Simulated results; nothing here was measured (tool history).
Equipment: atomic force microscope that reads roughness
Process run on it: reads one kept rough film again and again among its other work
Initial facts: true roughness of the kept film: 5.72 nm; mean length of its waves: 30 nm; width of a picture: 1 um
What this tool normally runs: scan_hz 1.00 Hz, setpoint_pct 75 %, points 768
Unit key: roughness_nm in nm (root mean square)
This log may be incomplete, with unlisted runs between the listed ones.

run 1 hour=0.0 | scan_hz=1.00 setpoint_pct=75 points=768 | roughness_nm=3.663
-- hour=25.3 new tip fitted
run 2 hour=33.4 | scan_hz=1.00 setpoint_pct=75 points=768 | roughness_nm=4.641
run 3 hour=51.0 | scan_hz=1.00 setpoint_pct=60 points=768 | roughness_nm=4.736
run 4 hour=76.8 | scan_hz=1.00 setpoint_pct=60 points=768 | roughness_nm=4.574
run 5 hour=96.1 | scan_hz=1.00 setpoint_pct=60 points=768 | roughness_nm=4.431
run 6 hour=127.0 | scan_hz=1.00 setpoint_pct=60 points=768 | roughness_nm=4.251
run 7 hour=149.7 | scan_hz=1.00 setpoint_pct=75 points=768 | roughness_nm=3.991
run 8 hour=175.8 | scan_hz=1.00 setpoint_pct=75 points=768 | roughness_nm=3.871
run 9 hour=212.1 | scan_hz=1.00 setpoint_pct=75 points=768 | roughness_nm=3.747
run 10 hour=235.2 | scan_hz=0.50 setpoint_pct=75 points=768 | roughness_nm=3.698
run 11 hour=257.9 | scan_hz=0.50 setpoint_pct=75 points=768 | roughness_nm=3.665
-- hour=282.9 new tip fitted
run 12 hour=295.2 | scan_hz=1.00 setpoint_pct=75 points=768 | roughness_nm=4.686
run 13 hour=330.5 | scan_hz=1.00 setpoint_pct=75 points=768 | roughness_nm=4.503
run 14 hour=359.4 | scan_hz=1.00 setpoint_pct=75 points=768 | roughness_nm=4.317
run 15 hour=380.8 | scan_hz=1.00 setpoint_pct=75 points=768 | roughness_nm=4.205
run 16 hour=403.4 | scan_hz=1.00 setpoint_pct=83 points=768 | roughness_nm=3.937
run 17 hour=435.7 | scan_hz=1.00 setpoint_pct=75 points=908 | roughness_nm=3.928
run 18 hour=473.8 | scan_hz=1.00 setpoint_pct=60 points=768 | roughness_nm=3.836
run 19 hour=493.7 | scan_hz=1.53 setpoint_pct=75 points=768 | roughness_nm=3.529
run 20 hour=516.5 | scan_hz=1.53 setpoint_pct=75 points=768 | roughness_nm=3.438
-- hour=540.8 new tip fitted
run 21 hour=541.6 | scan_hz=3.35 setpoint_pct=75 points=556 | roughness_nm=4.209
run 22 hour=562.1 | scan_hz=3.35 setpoint_pct=75 points=556 | roughness_nm=4.079
run 23 hour=584.2 | scan_hz=2.56 setpoint_pct=65 points=345 | roughness_nm=4.399
run 24 hour=601.7 | scan_hz=0.66 setpoint_pct=70 points=768 | roughness_nm=4.556
run 25 hour=619.1 | scan_hz=0.79 setpoint_pct=70 points=768 | roughness_nm=4.400
-- hour=622.0 height scale calibrated on a step standard
run 26 hour=637.9 | scan_hz=0.79 setpoint_pct=70 points=768 | roughness_nm=4.325
run 27 hour=670.6 | scan_hz=1.00 setpoint_pct=74 points=768 | roughness_nm=4.076
run 28 hour=694.1 | scan_hz=1.00 setpoint_pct=84 points=768 | roughness_nm=3.818
run 29 hour=730.0 | scan_hz=0.78 setpoint_pct=63 points=768 | roughness_nm=3.913
run 30 hour=751.3 | scan_hz=1.73 setpoint_pct=56 points=272 | roughness_nm=3.746
-- hour=770.7 height scale calibrated on a step standard, once more
run 31 hour=787.6 | scan_hz=1.88 setpoint_pct=64 points=667 | roughness_nm=3.516
-- hour=802.4 new tip fitted
run 32 hour=813.6 | scan_hz=1.88 setpoint_pct=64 points=667 | roughness_nm=4.677
run 33 hour=843.9 | scan_hz=1.25 setpoint_pct=64 points=350 | roughness_nm=4.540
run 34 hour=872.6 | scan_hz=2.86 setpoint_pct=87 points=870 | roughness_nm=3.451
run 35 hour=907.1 | scan_hz=3.36 setpoint_pct=80 points=290 | roughness_nm=3.397
run 36 hour=922.9 | scan_hz=1.00 setpoint_pct=75 points=614 | roughness_nm=4.014

Below are 5 alternative next runs, each starting from the tool's condition after run 36. Predict each:
run A hour=951.9 | scan_hz=0.72 setpoint_pct=56 points=1015 | roughness_nm=?
run B hour=951.9 | scan_hz=1.00 setpoint_pct=76 points=291 | roughness_nm=?
run C hour=951.9 | scan_hz=1.00 setpoint_pct=72 points=768 | roughness_nm=?
run D hour=951.9 | scan_hz=1.05 setpoint_pct=79 points=455 | roughness_nm=?
run E hour=951.9 | scan_hz=0.86 setpoint_pct=85 points=439 | roughness_nm=?

run=A roughness_nm=4.092
run=B roughness_nm=3.825
run=C roughness_nm=3.932
run=D roughness_nm=3.806
run=E roughness_nm=3.776
The same runs, with their run-to-run variation unchanged, on a tool lacking any hidden condition would have given:
run=A roughness_nm=5.007
run=B roughness_nm=4.681
run=C roughness_nm=4.812
run=D roughness_nm=4.654
run=E roughness_nm=4.620

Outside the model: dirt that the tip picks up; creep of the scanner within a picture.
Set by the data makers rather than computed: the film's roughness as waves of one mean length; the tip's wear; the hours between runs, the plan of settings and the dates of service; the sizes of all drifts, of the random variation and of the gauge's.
